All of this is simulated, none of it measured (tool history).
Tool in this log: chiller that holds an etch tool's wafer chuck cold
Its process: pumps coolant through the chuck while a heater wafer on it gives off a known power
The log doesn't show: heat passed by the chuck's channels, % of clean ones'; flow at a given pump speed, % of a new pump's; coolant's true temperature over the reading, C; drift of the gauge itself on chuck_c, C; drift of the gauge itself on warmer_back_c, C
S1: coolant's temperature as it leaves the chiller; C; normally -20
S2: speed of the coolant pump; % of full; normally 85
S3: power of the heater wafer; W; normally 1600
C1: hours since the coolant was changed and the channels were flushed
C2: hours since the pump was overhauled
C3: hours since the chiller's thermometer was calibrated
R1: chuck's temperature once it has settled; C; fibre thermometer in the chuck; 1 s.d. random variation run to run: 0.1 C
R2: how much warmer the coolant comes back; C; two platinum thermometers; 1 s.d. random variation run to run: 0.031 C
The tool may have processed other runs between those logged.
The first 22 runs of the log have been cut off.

run 23 day=42.196 | S1=-15 S2=67 S3=1445 | C1=1647 C2=2560 C3=489 | R1=-3.5 R2=3.94
run 24 day=43.483 | S1=-15 S2=67 S3=1445 | C1=1678 C2=2591 C3=520 | R1=-3.5 R2=3.93
run 25 day=45.517 | S1=-20 S2=61 S3=1463 | C1=1727 C2=2640 C3=568 | R1=-7.2 R2=4.36
run 26 day=47.975 | S1=-29 S2=89 S3=1600 | C1=1786 C2=2699 C3=627 | R1=-19.1 R2=3.22
run 27 day=50.004 | S1=-20 S2=76 S3=1797 | C1=1835 C2=2747 C3=676 | R1=-7 R2=4.25
run 28 day=51.704 | S1=-20 S2=65 S3=839 | C1=1876 C2=2788 C3=717 | R1=-12.9 R2=2.39
run 29 day=54.592 | S1=-17 S2=65 S3=1298 | C1=1945 C2=2857 C3=786 | R1=-6 R2=3.68
run 30 day=56.742 | S1=-10 S2=79 S3=1363 | C1=1996 C2=2909 C3=838 | R1=-0.6 R2=3.2
run 31 day=58.85 | S1=-10 S2=79 S3=1363 | C1=2047 C2=2960 C3=888 | R1=-0.4 R2=3.08

Branching from run 31: 5 alternative next runs. What would each branch give?
run A day=61.567 | S1=-19 S2=79 S3=1363 | C1=2112 C2=3025 C3=954 | R1=? R2=?
run B day=61.567 | S1=-10 S2=64 S3=1363 | C1=2112 C2=3025 C3=954 | R1=? R2=?
run C day=61.567 | S1=-18 S2=79 S3=2075 | C1=2112 C2=3025 C3=954 | R1=? R2=?
run D day=61.567 | S1=-25 S2=93 S3=985 | C1=2112 C2=3025 C3=954 | R1=? R2=?
run E day=61.567 | S1=-15 S2=85 S3=1600 | C1=2112 C2=3025 C3=954 | R1=? R2=?

run=A R1=-9.4 R2=3.11
run=B R1=1.8 R2=3.92
run=C R1=-3.3 R2=4.8
run=D R1=-18.8 R2=1.9
run=E R1=-4.4 R2=3.44
Take away the tool's hidden state, keep each run's random variation, and the runs would have read:
run=A R1=-10.6 R2=2.9
run=B R1=0.4 R2=3.65
run=C R1=-5 R2=4.47
run=D R1=-19.6 R2=1.77
run=E R1=-5.7 R2=3.21

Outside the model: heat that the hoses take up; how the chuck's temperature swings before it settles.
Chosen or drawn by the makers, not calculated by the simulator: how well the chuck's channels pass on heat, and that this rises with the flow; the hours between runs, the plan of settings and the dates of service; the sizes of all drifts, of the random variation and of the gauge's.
